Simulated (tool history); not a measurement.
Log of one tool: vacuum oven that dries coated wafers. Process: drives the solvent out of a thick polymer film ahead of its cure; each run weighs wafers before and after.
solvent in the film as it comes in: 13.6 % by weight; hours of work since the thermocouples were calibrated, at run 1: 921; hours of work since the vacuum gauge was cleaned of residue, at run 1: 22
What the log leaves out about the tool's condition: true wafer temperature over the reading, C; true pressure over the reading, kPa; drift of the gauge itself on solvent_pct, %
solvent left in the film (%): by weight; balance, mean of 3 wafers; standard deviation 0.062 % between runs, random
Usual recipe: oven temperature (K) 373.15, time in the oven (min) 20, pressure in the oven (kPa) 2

run	hour	oven temperature (K)	time in the oven (min)	pressure in the oven (kPa)	hours of work since the thermocouples were calibrated	hours of work since the vacuum gauge was cleaned of residue	solvent left in the film (%)
1	0	373.15	20	2	921	22	3.49
2	27.9	373.15	20	2	938	39	3.57
3	43.4	373.15	20	2	947	48	3.54
4	65	373.15	20	2	960	62	3.49
5	91.5	373.15	20	2	976	78	3.59
6	114	373.15	20	2	990	91	3.5
7	138	373.15	20	2	1004	106	3.54
8	163.9	373.15	20	2	1020	121	3.57
9	186.4	373.15	20	2	1034	135	3.52
10	208.8	373.15	20	2	1047	149	3.54
11	221.7	373.15	20	2	1055	156	3.62
12	247.1	373.15	20	2	1070	172	3.56
13	262.5	373.15	20	2	1080	181	3.53
14	275.5	373.15	20	2	1088	189	3.56
15	300.2	373.15	20	2	1103	204	3.57
# hour 304: vacuum gauge cleaned of residue and calibrated
16	324	373.15	20	2	1116	12	3.79
17	345.7	382.15	20	2	1129	25	2.27
18	363.1	367.15	20	2	1140	36	5.12
# hour 371.1: vacuum gauge cleaned of residue and calibrated, once more
19	382.3	373.15	20	2	1151	7	3.57
20	405.4	373.15	20	2	1165	21	3.43
21	425.2	373.15	20	2	1177	33	3.36
# hour 429.7: oven's thermocouples calibrated
22	443.1	373.15	20	2	8	42	3.64
23	457.7	373.15	20	2	17	51	3.56
24	476.1	373.15	20	1.21	28	62	2.63
25	500.5	373.15	20	1.21	43	77	2.65
26	527.9	374.15	32	1.16	60	94	1.71
27	553	382.15	33	1.46	75	109	1.38
28	572.3	372.15	23	2	86	121	3.46
29	590.5	372.15	23	2	97	132	3.45
30	604.7	384.15	15	2.4	106	140	2.48
31	625.2	373.15	20	2.46	118	153	4.24
32	651.3	387.15	20	2.05	134	169	1.81
33	680.9	377.15	24	7.2	152	187	8.25
34	704	374.15	23	2.23	166	201	3.51
35	721.7	377.15	30	1.1	177	211	1.41
36	748.2	376.15	12	1.02	193	227	3.41
37	775.7	362.15	12	6.26	210	244	12.73
38	797.7	360.15	20	5.88	223	257	12.88
39	820.6	384.15	31	5.8	237	271	5.25
40	847.9	384.15	31	5.8	253	288	5.12
41	877.6	387.15	25	1.82	272	306	1.5
42	894.7	387.15	21	2.12	282	316	1.73
43	907.6	387.15	21	2.12	290	324	1.88
44	933.9	387.15	21	2.12	306	340	1.94
45	955.1	384.15	20	2	318	353	2.07
46	977	376.15	20	3.53	332	366	4.88

Per-run results on a tool with no hidden state, each run keeping its own random variation:
run	solvent left in the film (%)
1	3.66
2	3.73
3	3.71
4	3.65
5	3.74
6	3.65
7	3.69
8	3.71
9	3.65
10	3.67
11	3.74
12	3.68
13	3.65
14	3.67
15	3.68
16	3.83
17	2.24
18	5.17
19	3.8
20	3.64
21	3.57
22	3.69
23	3.61
24	2.66
25	2.68
26	1.7
27	1.35
28	3.47
29	3.46
30	2.48
31	4.25
32	1.78
33	8.29
34	3.49
35	1.34
36	3.42
37	12.74
38	12.88
39	5.23
40	5.09
41	1.41
42	1.65
43	1.8
44	1.85
45	1.98
46	4.82
